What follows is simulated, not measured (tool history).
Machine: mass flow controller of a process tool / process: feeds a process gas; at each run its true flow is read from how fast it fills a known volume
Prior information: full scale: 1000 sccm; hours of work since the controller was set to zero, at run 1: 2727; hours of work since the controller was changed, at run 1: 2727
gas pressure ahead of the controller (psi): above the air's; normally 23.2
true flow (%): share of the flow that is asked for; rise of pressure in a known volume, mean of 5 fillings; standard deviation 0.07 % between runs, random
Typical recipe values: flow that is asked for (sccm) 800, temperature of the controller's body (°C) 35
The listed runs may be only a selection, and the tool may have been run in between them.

run,hour,flow that is asked for (sccm),gas pressure ahead of the controller (psi),temperature of the controller's body (°C),hours of work since the controller was set to zero,hours of work since the controller was changed,true flow (%)
1,0,800,23.2,35,2727,2727,101.19
2,271.6,800,23.2,22,2892,2892,101.96
3,491,800,23.2,34,3025,3025,101.42
4,863.4,800,23.2,34,3252,3252,101.6
5,1310.4,800,23.2,34,3523,3523,101.97
6,1779.1,210,23.2,35,3808,3808,103.74
7,2285.8,210,23.2,35,4116,4116,104.28
8,2697.9,210,23.2,35,4367,4367,104.66
9,2992.9,210,23.2,35,4546,4546,104.91
10,3345.9,800,23.2,20,4761,4761,103.53
11,3671,800,23.2,30,4958,4958,103.15
12,4065.2,800,26.7,30,5198,5198,103.69
# hour 4419.6: controller exchanged for a calibrated one
13,4472.5,800,26.7,30,32,32,99.1
14,4889.3,800,26.7,30,286,286,99.37
15,5164.8,800,26.7,30,453,453,99.47
16,5640.7,393,32.8,32,742,742,99.23
17,5854.2,106,27.1,38,872,872,99.44
18,6176.7,238,30.6,28,1068,1068,99.7
19,6556,238,28.6,31,1299,1299,99.82
20,6776.6,238,28.6,31,1433,1433,99.99
21,7085.2,239,31.5,35,1621,1621,100.06
22,7553.5,470,29.2,32,1905,1905,100.23
23,7805.2,397,21,32,2058,2058,100.09
24,8256.5,800,30.2,40,2333,2333,100.79
25,8624.1,319,33.8,40,2556,2556,100.97
26,9085.5,860,36.3,24,2837,2837,102.2
27,9546.1,860,36.3,24,3117,3117,102.44

Here are 4 independent what-if runs from the current tool condition. What would each one return?
A,9930.7,107,23.4,35,3350,3350,?
B,9930.7,308,23.2,35,3350,3350,?
C,9930.7,187,23.2,35,3350,3350,?
D,9930.7,860,36.3,35,3350,3350,?

run,true flow (%)
A,106.01
B,101.8
C,103.21
D,102.08
With the hidden condition removed and each run's random variation left untouched, the same runs would have given:
run,true flow (%)
A,97.09
B,97.56
C,97.36
D,99.45
